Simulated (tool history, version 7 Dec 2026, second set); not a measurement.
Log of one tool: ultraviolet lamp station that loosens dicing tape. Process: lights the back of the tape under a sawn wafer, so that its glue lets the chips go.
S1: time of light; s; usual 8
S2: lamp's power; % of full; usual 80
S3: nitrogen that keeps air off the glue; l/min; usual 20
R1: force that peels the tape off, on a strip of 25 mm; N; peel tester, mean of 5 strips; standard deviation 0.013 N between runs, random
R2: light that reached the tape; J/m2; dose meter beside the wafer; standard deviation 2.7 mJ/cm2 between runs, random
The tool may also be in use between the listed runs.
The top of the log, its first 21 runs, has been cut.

run	day	S1	S2	S3	R1	R2
22	31.846	4	70	17	1.773	1540
23	33.329	4	70	17	1.708	1540
24	35.225	4	70	17	1.748	1510
25	36.333	4	70	17	1.76	1510
26	38.283	10	82	14	0.495	4480
27	39.296	10	82	14	0.522	4490
28	40.304	9	74	20	0.564	3610
29	42.3	13	63	14	0.511	4360
30	44.254	6	73	20	1.076	2350
31	46.304	8	78	28	0.524	3370
32	47.325	4	80	20	1.524	1690
33	48.575	5	79	9	1.636	2170

Run 34, settings as shown, results not yet in. Your forecast:
34	49.942	12	73	11	?	?

{"run 34": {"R1": 0.542, "R2": 4730}}
Were there no unlogged condition in the tool, this run, its random variation unchanged, would have produced R1 0.54 N, R2 4740 J/m2.

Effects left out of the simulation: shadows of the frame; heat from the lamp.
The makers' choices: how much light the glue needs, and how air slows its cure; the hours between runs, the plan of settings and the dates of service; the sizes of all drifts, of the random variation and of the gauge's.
